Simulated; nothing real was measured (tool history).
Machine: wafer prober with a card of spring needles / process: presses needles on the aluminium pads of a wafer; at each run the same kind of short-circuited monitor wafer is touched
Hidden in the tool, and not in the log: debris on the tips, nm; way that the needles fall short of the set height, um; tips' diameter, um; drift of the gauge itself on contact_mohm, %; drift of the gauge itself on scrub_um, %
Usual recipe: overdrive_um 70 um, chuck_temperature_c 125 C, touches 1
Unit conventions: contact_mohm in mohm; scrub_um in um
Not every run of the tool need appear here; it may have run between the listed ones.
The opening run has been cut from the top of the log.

run   hour  overdrive_um  chuck_temperature_c  touches  touches since the tips were cleaned  cleanings since the card got new needles  touches since the first contact's height was set  contact_mohm  scrub_um
       5.3  -- tips cleaned on abrasive film
  2   13.8            70                  125        1                                 5637                                        22                                             78934           279     15.18
      18.8  -- tips cleaned on abrasive film
      32.6  -- tips cleaned on abrasive film
  3   34.8            70                  125        1                                 1504                                        24                                             92678           275     15.15
      45.6  -- tips cleaned on abrasive film
  4   58.2            70                  125        1                                 8331                                        25                                            108026           280     15.12
      60.3  -- tips cleaned on abrasive film
  5   68.6            70                  125        1                                 5457                                        26                                            114822           279     15.15
      75.2  -- tips cleaned on abrasive film
      88.7  -- tips cleaned on abrasive film
  6   92.2            70                  125        1                                 2313                                        28                                            130267           274     15.09
     102.2  -- tips cleaned on abrasive film
     110.6  -- height of the first contact set anew
     115.9  -- tips cleaned on abrasive film
  7  116.0            70                  125        1                                   66                                        30                                              3508           271     15.29
     130.1  -- tips cleaned on abrasive film
  8  134.9            70                  125        1                                 3155                                        31                                             15897           275     15.21
     143.4  -- tips cleaned on abrasive film
  9  152.3            70                  125        1                                 5842                                        32                                             27339           278     15.27
     157.2  -- tips cleaned on abrasive film
     171.2  -- tips cleaned on abrasive film
 10  174.1            70                  125        1                                 1946                                        34                                             41592           275     15.19
     184.5  -- tips cleaned on abrasive film
 11  188.4            70                  125        1                                 2559                                        35                                             50970           276     15.21
     198.4  -- tips cleaned on abrasive film
 12  202.8            70                  125        2                                 2934                                        36                                             60412           276     15.22
     212.4  -- tips cleaned on abrasive film
 13  217.6            70                  125        2                                 3418                                        37                                             70090           275     15.22
     226.6  -- tips cleaned on abrasive film
 14  238.9            70                  125        1                                 8159                                        38                                             84101           278     15.15
     240.9  -- tips cleaned on abrasive film
     254.2  -- tips cleaned on abrasive film
 15  254.2            70                  125        1                                    0                                        40                                             94047           271     15.15
 16  265.0            70                  104        1                                 7116                                        40                                            101163           272     15.10

Run 17 has not been measured yet. What should we expect?
     268.2  -- tips cleaned on abrasive film
     281.7  -- tips cleaned on abrasive film
 17  283.8            63                   43        2                                 1371                                        42                                            113407             ?         ?

contact_mohm: 251 mohm
scrub_um: 13.47 um
With the hidden condition absent and the run-to-run variation left alone, this run would have shown contact_mohm 249 mohm, scrub_um 13.73 um.

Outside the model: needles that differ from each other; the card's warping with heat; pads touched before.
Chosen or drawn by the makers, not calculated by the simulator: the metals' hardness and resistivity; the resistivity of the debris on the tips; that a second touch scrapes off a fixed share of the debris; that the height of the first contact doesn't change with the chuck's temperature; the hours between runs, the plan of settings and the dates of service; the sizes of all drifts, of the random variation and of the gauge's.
